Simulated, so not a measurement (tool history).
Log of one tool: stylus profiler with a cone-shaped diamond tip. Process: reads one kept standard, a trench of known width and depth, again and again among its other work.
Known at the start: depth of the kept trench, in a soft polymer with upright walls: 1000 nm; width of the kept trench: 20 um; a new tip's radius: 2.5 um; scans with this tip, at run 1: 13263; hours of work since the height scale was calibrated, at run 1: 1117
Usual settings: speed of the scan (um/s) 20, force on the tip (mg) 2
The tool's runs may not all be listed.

run,hour,speed of the scan (um/s),force on the tip (mg),scans with this tip,hours of work since the height scale was calibrated,depth of the trench (angstrom),width of the trench's floor (µm)
1,0,20,2,13263,1117,10076.1,13.27
2,130,20,2,14146,1191,10077,13.1
# hour 167.5: height scale calibrated on a step standard
3,194.9,20,2,14584,16,10109.9,13.01
4,252.3,20,2,14973,48,10109.5,12.97
5,340.6,20,2,15573,99,10108.6,12.82
6,468.4,20,0.72,16440,172,10049.5,12.72
7,538.9,20,0.99,16919,212,10062.4,12.65
8,644.2,20,0.99,17634,272,10064.1,12.53
9,721.2,20,0.99,18157,317,10063.2,12.45
10,810.7,20,0.99,18765,368,10058.6,12.39
11,902,20,0.99,19385,420,10060.1,12.33
12,1037.5,20,0.99,20305,497,10052.2,12.19
13,1103.3,38,0.99,20752,535,10054.7,11.95
14,1185.6,38,0.99,21310,582,10053.4,11.85
15,1274.8,38,0.99,21916,633,10047.3,11.85
16,1334.5,38,0.99,22322,667,10053.1,11.76
# hour 1444.8: new tip fitted, height scale calibrated
17,1452.7,38,1.06,54,5,10067.8,15.72
18,1508.6,65,2,433,36,10108,15.53
19,1635.3,65,2,1294,109,10106.6,15.28
20,1698.9,65,2,1725,145,10106.1,15.23
21,1770.1,20,2,2208,186,10107.1,15.29
22,1839.1,20,2,2677,225,10100.2,15.22
23,1913.4,20,2,3182,268,10097.5,15.13
24,1974.8,14,3.52,3598,303,10152.7,15.04
25,2091.8,31,3.46,4393,370,10144.8,14.85
26,2154.1,41,4.36,4816,405,10173.6,14.73
27,2225.6,24,2.85,5302,446,10127.7,14.64
28,2358.7,68,0.72,6205,522,10039.3,13.99
29,2434.4,18,5.85,6720,566,10213.8,14.42
30,2511.6,21,3.96,7244,610,10154.9,14.26
31,2629.5,75,2,8044,677,10093.1,13.86
32,2727.3,30,2,8709,733,10088.8,13.87
33,2857.1,33,1.24,9590,807,10055.8,13.7
34,2946.1,25,1.59,10194,858,10067.3,13.6
35,3081.5,20,2.61,11114,936,10104.1,13.54
36,3162.8,9,3.06,11666,982,10120.6,13.49
37,3226,24,4.85,12095,1018,10168.7,13.43
38,3317.8,24,4.85,12718,1071,10172.5,13.28
39,3408.2,30,3.09,13332,1122,10118.7,13.19
40,3490.1,37,0.8,13888,1169,10021.4,12.9
# hour 3563.6: height scale calibrated on a step standard
41,3595.5,19,1.13,14600,18,10075.5,12.98
42,3673.7,63,1.29,15131,63,10082.5,12.64
43,3808.7,6,5.8,16048,140,10227.2,12.87
44,3909.7,29,4.48,16734,198,10188,12.68
45,4017.6,29,4.48,17466,260,10186.8,12.54
46,4135,29,4.48,18263,327,10185.8,12.44

4 ways to go on from here, each from the tool as it stands after run 46. What would each give?
A,4196.7,63,1.16,18683,362,?,?
B,4196.7,6,4.48,18683,362,?,?
C,4196.7,7,4.52,18683,362,?,?
D,4196.7,20,1.16,18683,362,?,?

run,depth of the trench (angstrom),width of the trench's floor (µm)
A,10070.1,12.08
B,10180.8,12.47
C,10182.7,12.48
D,10070.5,12.36
Without the tool's hidden state the same runs would have given:
run,depth of the trench (angstrom),width of the trench's floor (µm)
A,10078.7,15.61
B,10189.5,16
C,10191.3,16.01
D,10079,15.89

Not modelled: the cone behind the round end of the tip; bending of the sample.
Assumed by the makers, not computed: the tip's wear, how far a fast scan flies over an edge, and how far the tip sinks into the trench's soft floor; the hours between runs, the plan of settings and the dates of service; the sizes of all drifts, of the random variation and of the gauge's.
